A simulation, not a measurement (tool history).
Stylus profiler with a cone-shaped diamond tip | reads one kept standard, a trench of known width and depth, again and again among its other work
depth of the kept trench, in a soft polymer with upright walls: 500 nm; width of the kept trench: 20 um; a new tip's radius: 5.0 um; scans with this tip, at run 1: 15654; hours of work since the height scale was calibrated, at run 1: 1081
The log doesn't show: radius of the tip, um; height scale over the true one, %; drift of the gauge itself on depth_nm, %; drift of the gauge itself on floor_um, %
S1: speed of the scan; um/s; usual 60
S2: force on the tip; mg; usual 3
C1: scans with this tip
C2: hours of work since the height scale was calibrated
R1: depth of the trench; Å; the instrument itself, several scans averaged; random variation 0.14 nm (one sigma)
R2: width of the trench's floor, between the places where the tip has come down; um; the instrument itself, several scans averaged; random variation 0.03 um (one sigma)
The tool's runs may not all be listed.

{"run": 1, "hour": 0.0, "S1": 60, "S2": 3, "C1": 15654, "C2": 1081, "R1": 5094.9, "R2": 13.18}
{"run": 2, "hour": 22.5, "S1": 18, "S2": 3, "C1": 15909, "C2": 1099, "R1": 5095.9, "R2": 13.33}
{"run": 3, "hour": 62.6, "S1": 18, "S2": 3, "C1": 16366, "C2": 1130, "R1": 5094.8, "R2": 13.22}
{"hour": 79.5, "done": "new tip fitted, height scale calibrated"}
{"run": 4, "hour": 97.0, "S1": 18, "S2": 4.09, "C1": 198, "C2": 14, "R1": 5087, "R2": 15.5}
{"run": 5, "hour": 121.8, "S1": 60, "S2": 3, "C1": 481, "C2": 33, "R1": 5070.9, "R2": 15.33}
{"hour": 124.5, "done": "height scale calibrated on a step standard"}
{"run": 6, "hour": 158.7, "S1": 60, "S2": 3, "C1": 894, "C2": 27, "R1": 5070.2, "R2": 15.29}
{"run": 7, "hour": 178.1, "S1": 60, "S2": 3, "C1": 1114, "C2": 42, "R1": 5074.5, "R2": 15.21}
{"run": 8, "hour": 219.3, "S1": 40, "S2": 1.68, "C1": 1584, "C2": 74, "R1": 5055.5, "R2": 15.15}
{"run": 9, "hour": 243.4, "S1": 18, "S2": 1.12, "C1": 1858, "C2": 93, "R1": 5043.1, "R2": 15.15}
{"hour": 250.6, "done": "height scale calibrated on a step standard, once more"}
{"run": 10, "hour": 265.7, "S1": 60, "S2": 1.78, "C1": 2105, "C2": 12, "R1": 5049.7, "R2": 15}
{"run": 11, "hour": 294.7, "S1": 51, "S2": 5.17, "C1": 2434, "C2": 35, "R1": 5101.3, "R2": 15.05}
{"run": 12, "hour": 329.3, "S1": 46, "S2": 1.88, "C1": 2828, "C2": 62, "R1": 5053.1, "R2": 14.95}
{"run": 13, "hour": 363.2, "S1": 17, "S2": 1.88, "C1": 3213, "C2": 88, "R1": 5053.5, "R2": 14.95}

Forecast each of these 3 alternatives for the next run:
{"run": "A", "hour": 393.6, "S1": 94, "S2": 3.06, "C1": 3559, "C2": 112, "R1": "?", "R2": "?"}
{"run": "B", "hour": 393.6, "S1": 29, "S2": 3, "C1": 3559, "C2": 112, "R1": "?", "R2": "?"}
{"run": "C", "hour": 393.6, "S1": 74, "S2": 1.16, "C1": 3559, "C2": 112, "R1": "?", "R2": "?"}

run=A R1=5072 R2=14.64
run=B R1=5071.7 R2=14.85
run=C R1=5039.6 R2=14.6
Without the tool's hidden state the same runs would have given:
run=A R1=5069.4 R2=15.31
run=B R1=5069.2 R2=15.52
run=C R1=5037.1 R2=15.27
